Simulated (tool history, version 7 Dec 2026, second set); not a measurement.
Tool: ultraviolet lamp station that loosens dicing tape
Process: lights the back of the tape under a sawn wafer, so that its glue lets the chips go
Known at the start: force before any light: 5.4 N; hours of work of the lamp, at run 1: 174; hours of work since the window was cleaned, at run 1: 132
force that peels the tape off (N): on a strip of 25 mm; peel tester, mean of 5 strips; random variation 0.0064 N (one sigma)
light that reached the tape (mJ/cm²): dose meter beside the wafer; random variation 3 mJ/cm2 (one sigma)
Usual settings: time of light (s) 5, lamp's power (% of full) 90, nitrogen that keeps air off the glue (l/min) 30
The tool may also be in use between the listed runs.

run,hour,time of light (s),lamp's power (% of full),nitrogen that keeps air off the glue (l/min),hours of work of the lamp,hours of work since the window was cleaned,force that peels the tape off (N),light that reached the tape (mJ/cm²)
1,0.0,5,90,30,174,132,0.199,437
2,18.4,5,90,30,186,145,0.212,438
3,29.8,5,90,30,194,152,0.196,443
4,41.0,5,70,30,201,160,0.260,342
5,59.6,5,70,30,214,172,0.270,346
6,81.7,5,70,30,229,187,0.268,343
7,103.0,5,67,30,243,202,0.292,330
8,123.1,5,90,30,256,215,0.199,442
9,132.7,5,90,30,263,222,0.201,437
10,150.6,5,90,30,275,234,0.201,438
11,172.5,3,90,30,290,248,0.404,268
12,186.7,5,90,26,299,258,0.203,442
13,201.1,5,90,26,309,267,0.203,439
14,221.0,5,90,26,322,281,0.204,444
15,242.6,5,90,26,337,295,0.220,437
16,255.7,5,90,26,346,304,0.205,434
17,266.8,5,72,35,353,312,0.239,358
18,285.0,6,72,51,365,324,0.185,425
19,300.6,6,72,51,376,334,0.189,422
20,315.0,6,72,35,385,344,0.192,421
21,325.4,7,100,32,392,351,0.185,684
22,336.3,4,90,16,400,358,0.384,356
23,357.4,3,90,30,414,372,0.403,262
24,367.7,3,90,30,421,379,0.427,261
25,384.7,6,94,18,432,391,0.198,550
26,405.1,5,90,27,446,405,0.216,435

Forecast each of these 3 alternatives for the next run:
A,428.4,4,90,30,462,420,?,?
B,428.4,5,82,25,462,420,?,?
C,428.4,5,74,51,462,420,?,?

run,force that peels the tape off (N),light that reached the tape (mJ/cm²)
A,0.244,355
B,0.242,400
C,0.189,363
Without the tool's hidden state the same runs would have given:
run,force that peels the tape off (N),light that reached the tape (mJ/cm²)
A,0.242,356
B,0.241,401
C,0.188,364
